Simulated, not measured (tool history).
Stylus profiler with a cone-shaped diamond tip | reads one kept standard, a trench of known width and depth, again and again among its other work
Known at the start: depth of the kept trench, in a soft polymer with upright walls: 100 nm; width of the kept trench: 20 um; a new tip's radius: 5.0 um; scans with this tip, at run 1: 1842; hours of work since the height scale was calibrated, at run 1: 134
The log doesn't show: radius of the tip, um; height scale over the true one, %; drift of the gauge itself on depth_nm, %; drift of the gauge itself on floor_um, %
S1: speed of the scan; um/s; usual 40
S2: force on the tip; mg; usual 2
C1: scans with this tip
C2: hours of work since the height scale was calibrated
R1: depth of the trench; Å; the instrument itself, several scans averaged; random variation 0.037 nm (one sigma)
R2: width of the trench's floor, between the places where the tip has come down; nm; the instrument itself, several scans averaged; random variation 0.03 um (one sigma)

run	hour	S1	S2	C1	C2	R1	R2
1	0	40	2	1842	134	1004.7	17680
2	75.6	40	2	2554	186	1005.4	17590
3	138.4	40	2	3146	229	1006.4	17560
4	205.8	40	2	3781	275	1006.7	17470
5	278.9	40	2	4469	325	1007.2	17460
6	311.3	40	2	4775	348	1006.9	17400
7	359.9	40	1.9	5233	381	1006.7	17400
8	414.6	40	2	5747	419	1007.6	17350
9	453.7	40	2	6116	445	1007.6	17360
10	505	40	2	6599	481	1007.7	17230
11	552.4	67	2	7046	513	1007.7	17170
12	622.4	67	2	7705	561	1007.7	17100
13	684.5	67	2	8290	604	1008.1	17030
14	725.2	40	2	8674	632	1008.4	17180
15	760.1	40	1.37	9002	656	1007.2	17070
16	822.5	40	1.37	9591	698	1007.3	17030
17	858.2	40	1.37	9926	723	1008	16990
18	919	40	3.71	10499	765	1012	17040
19	966.7	40	3.71	10949	797	1012	17050
20	1000.4	18	3.71	11266	820	1011.2	17060
21	1048.4	40	2	11718	853	1009.3	16900
22	1083.8	40	2	12052	878	1009.5	16830
23	1156.5	153	0.72	12737	928	1006.8	16090
24	1210.2	107	3.53	13242	964	1011.8	16690
25	1283	30	2.09	13929	1014	1010.1	16830
# hour 1308.9: new tip fitted, height scale calibrated
26	1339.2	60	0.97	285	21	1002.5	17750
27	1413.7	50	2.66	987	72	1006.4	17740
28	1483	63	1.21	1639	119	1003.4	17630
29	1550	135	1.86	2271	165	1006.1	17340
30	1588.5	135	1.86	2634	192	1005.7	17330
31	1654.2	15	3.39	3252	237	1008.6	17700
32	1696.7	15	3.39	3653	266	1008.8	17640
33	1730.6	55	2.29	3972	289	1007.3	17570
34	1764.1	55	2.29	4287	312	1006.2	17480
35	1833.1	10	1.86	4938	360	1006.5	17560
36	1872.3	96	1.86	5307	387	1006.4	17230
37	1906.1	60	1.74	5626	410	1006.9	17320
38	1976.5	60	1.74	6289	458	1005.8	17270
39	2024	145	5.86	6736	491	1012.2	17160
40	2076.8	31	3.01	7233	527	1009.1	17350
41	2112.4	31	3.01	7569	551	1009	17320
42	2151	57	3.01	7933	578	1008.7	17190
43	2226.7	57	3.01	8646	630	1009.5	17180
44	2274.8	57	3.01	9099	663	1009.6	17100

Some steps in R1 between neighbouring runs. How much of each would the tool show without its hidden state too (settings, what came in, random variation), and how much is left for the hidden state, with any gauge scatter that isn't in both results?
Run 2 -> 3: no setting changed, nothing entered. R1 +1 Å: hidden state +0.3, all else +0.7.
Run 11 -> 12: no setting changed, nothing entered. R1 +0 Å: hidden state +0.3, all else -0.3.
Run 23 -> 24: S1 153 -> 107, S2 0.72 -> 3.53. R1 +5 Å: hidden state +0.2, all else +4.8.
Run 25 -> 26: S1 30 -> 60, S2 2.09 -> 0.97, new tip fitted, height scale calibrated. R1 -7.6 Å: hidden state -5, all else -2.6.
Run 38 -> 39: S1 60 -> 145, S2 1.74 -> 5.86. R1 +6.4 Å: hidden state +0.1, all else +6.3.

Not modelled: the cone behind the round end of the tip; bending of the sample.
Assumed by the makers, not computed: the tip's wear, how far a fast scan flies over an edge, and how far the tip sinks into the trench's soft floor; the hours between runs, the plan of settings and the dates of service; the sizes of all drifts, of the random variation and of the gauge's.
